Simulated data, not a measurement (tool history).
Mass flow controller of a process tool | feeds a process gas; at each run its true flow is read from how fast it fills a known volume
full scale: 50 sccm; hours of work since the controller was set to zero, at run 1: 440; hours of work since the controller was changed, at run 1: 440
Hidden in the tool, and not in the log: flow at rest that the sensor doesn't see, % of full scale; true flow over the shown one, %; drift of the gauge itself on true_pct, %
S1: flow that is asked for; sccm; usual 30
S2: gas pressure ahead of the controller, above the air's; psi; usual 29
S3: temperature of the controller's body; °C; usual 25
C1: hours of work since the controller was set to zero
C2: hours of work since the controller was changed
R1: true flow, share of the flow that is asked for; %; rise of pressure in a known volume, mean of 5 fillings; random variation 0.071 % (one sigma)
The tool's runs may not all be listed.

Run 1, day 0: usual settings; C1 440; C2 440. Result: R1 99.31 %.
Run 2, day 2.558: usual settings; C1 460; C2 460. Result: R1 99.39 %.
Run 3, day 5.017: usual settings but S1 23 sccm; C1 478; C2 478. Result: R1 99.23 %.
Run 4, day 6.808: usual settings but S1 23 sccm; C1 492; C2 492. Result: R1 99.11 %.
Run 5, day 8.75: usual settings but S1 5 sccm; C1 507; C2 507. Result: R1 98.25 %.
Run 6, day 12.283: usual settings but S1 36 sccm, S2 30 psi; C1 534; C2 534. Result: R1 99.3 %.
Run 7, day 15.217: usual settings but S1 36 sccm, S2 30 psi; C1 556; C2 556. Result: R1 99.27 %.

The next listed run, before its measurement:
Run 8, day 17.788: usual settings but S1 13 sccm, S2 30 psi, S3 37 °C; C1 575; C2 575. Result: R1 ?.

R1: 98.22 %
Without the tool's hidden state the same run would have given R1 99.09 %.
